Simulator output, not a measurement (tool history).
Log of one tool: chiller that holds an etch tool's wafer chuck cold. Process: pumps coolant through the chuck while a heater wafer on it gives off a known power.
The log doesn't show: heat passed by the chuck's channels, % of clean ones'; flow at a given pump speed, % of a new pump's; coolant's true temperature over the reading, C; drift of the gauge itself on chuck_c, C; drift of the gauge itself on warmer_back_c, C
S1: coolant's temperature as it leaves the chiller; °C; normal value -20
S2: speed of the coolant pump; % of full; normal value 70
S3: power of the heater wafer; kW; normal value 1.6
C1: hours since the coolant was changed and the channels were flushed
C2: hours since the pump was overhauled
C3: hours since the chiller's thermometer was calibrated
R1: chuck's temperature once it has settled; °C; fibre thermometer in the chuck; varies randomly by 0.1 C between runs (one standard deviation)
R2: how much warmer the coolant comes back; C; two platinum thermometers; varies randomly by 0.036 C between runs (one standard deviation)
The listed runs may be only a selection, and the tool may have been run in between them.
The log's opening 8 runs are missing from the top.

| run | hour | S1 | S2 | S3 | C1 | C2 | C3 | R1 | R2 |
|---|---|---|---|---|---|---|---|---|---|
| 9 | 268.7 | -20 | 70 | 1.738 | 2975 | 1030 | 2444 | -2.3 | 7.04 |
| 10 | 300.7 | -20 | 70 | 1.738 | 3007 | 1062 | 2476 | -2.3 | 6.95 |
| 11 | 327.6 | -24 | 70 | 1.6 | 3034 | 1089 | 2503 | -7.6 | 6.47 |
| 12 | 356.5 | -24 | 70 | 1.6 | 3063 | 1118 | 2532 | -7.6 | 6.39 |
| 13 | 389.1 | -20 | 70 | 1.6 | 3095 | 1151 | 2564 | -3.6 | 6.5 |
| 14 | 433.1 | -20 | 70 | 1.6 | 3139 | 1194 | 2608 | -3.8 | 6.46 |
| 15 | 457.2 | -20 | 70 | 1.6 | 3163 | 1219 | 2632 | -3.5 | 6.43 |
| 16 | 491.4 | -20 | 70 | 1.6 | 3197 | 1253 | 2666 | -3.6 | 6.4 |

Run 17 has not been measured yet. What should we expect?
| 17 | 529.4 | -20 | 65 | 1.6 | 3235 | 1291 | 2704 | ? | ? |

Logged for run 17: R1 -2.3 °C, R2 7.03 C.
Without the tool's hidden state the same run would have given R1 -2.7 °C, R2 6.92 C.
